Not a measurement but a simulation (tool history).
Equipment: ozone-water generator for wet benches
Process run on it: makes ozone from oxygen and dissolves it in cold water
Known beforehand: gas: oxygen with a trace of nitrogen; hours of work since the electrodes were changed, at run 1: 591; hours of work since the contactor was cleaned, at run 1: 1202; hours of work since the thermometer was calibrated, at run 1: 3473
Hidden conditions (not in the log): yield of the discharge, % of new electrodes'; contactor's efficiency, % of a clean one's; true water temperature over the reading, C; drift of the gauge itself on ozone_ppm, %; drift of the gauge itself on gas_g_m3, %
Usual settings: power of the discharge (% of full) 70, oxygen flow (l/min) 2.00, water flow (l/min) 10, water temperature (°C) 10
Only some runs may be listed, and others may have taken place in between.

run,hour,power of the discharge (% of full),oxygen flow (l/min),water flow (l/min),water temperature (°C),hours of work since the electrodes were changed,hours of work since the contactor was cleaned,hours of work since the thermometer was calibrated,dissolved ozone (ppm),ozone in the gas ahead of the water (g/m3)
1,0.0,70,2.00,10,10,591,1202,3473,22.1,244.1
2,72.1,70,2.00,10,10,642,1253,3523,21.7,243.0
3,151.7,70,2.00,10,10,697,1309,3579,21.9,244.5
4,196.2,70,2.00,10,10,728,1340,3610,21.8,242.8
5,282.0,70,2.00,10,10,788,1400,3670,21.6,243.1
6,355.6,70,2.00,10,10,840,1451,3722,21.9,243.8
7,438.3,70,2.00,10,10,898,1509,3779,21.9,244.2
# hour 473.4: water thermometer calibrated
8,526.9,70,2.00,10,17,959,1571,37,20.1,243.9
9,594.4,70,2.00,10,17,1006,1618,85,20.0,244.1
10,652.3,59,3.51,10,14,1047,1658,125,18.1,153.5
11,706.6,42,1.71,15,10,1085,1696,163,9.2,188.7
12,795.5,42,1.71,16,6,1147,1758,225,8.7,187.8
13,856.7,63,2.00,9,10,1190,1801,268,23.1,227.1
14,918.3,70,2.00,13,14,1233,1844,311,15.6,244.3
15,991.6,92,2.80,10,10,1284,1895,362,26.6,239.7
16,1032.7,70,2.00,10,14,1313,1924,391,20.9,242.6

Run 17 has not been measured yet. What should we expect?
17,1074.0,70,2.64,9,10,1342,1953,420,?,?

Run 17 produced dissolved ozone (ppm) 24.4, ozone in the gas ahead of the water (g/m3) 206.2.
With no hidden state in the tool, this same run would have given dissolved ozone (ppm) 24.4, ozone in the gas ahead of the water (g/m3) 206.3.
